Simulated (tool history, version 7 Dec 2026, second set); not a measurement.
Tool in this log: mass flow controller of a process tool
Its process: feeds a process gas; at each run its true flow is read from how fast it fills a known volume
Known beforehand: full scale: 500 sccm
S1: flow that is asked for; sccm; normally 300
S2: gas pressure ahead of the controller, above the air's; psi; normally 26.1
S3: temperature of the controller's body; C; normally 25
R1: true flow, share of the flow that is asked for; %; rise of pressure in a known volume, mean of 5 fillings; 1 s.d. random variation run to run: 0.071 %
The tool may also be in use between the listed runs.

run	hour	S1	S2	S3	R1
1	0.0	300	26.1	25	98.85
2	207.1	300	26.1	25	98.58
3	358.0	300	26.1	25	98.60
4	534.8	378	26.1	25	98.76
5	696.2	300	27.1	25	98.55
6	842.5	409	26.1	25	98.88
7	1067.6	409	26.1	25	98.78
8	1345.0	409	26.1	25	98.78
9	1516.9	143	26.1	25	97.49
# hour 1546.8: controller's zero set anew
10	1666.4	300	36.4	38	97.50
11	1951.8	468	36.3	38	97.95
12	2211.7	334	30.0	35	97.60
# hour 2438.4: controller's zero set anew, once more
13	2528.5	466	35.0	20	99.98
14	2756.6	300	26.1	23	99.06
15	2921.4	300	26.1	23	99.02

What if the next run were any one of these 4? Each begins from the tool's condition after run 15:
A	3207.4	300	38.1	23	?
B	3207.4	341	26.1	23	?
C	3207.4	273	35.8	28	?
D	3207.4	315	26.1	25	?

run	R1
A	99.40
B	99.03
C	98.78
D	98.80
Take away the tool's hidden state, keep each run's random variation, and the runs would have read:
run	R1
A	100.28
B	99.89
C	99.67
D	99.67
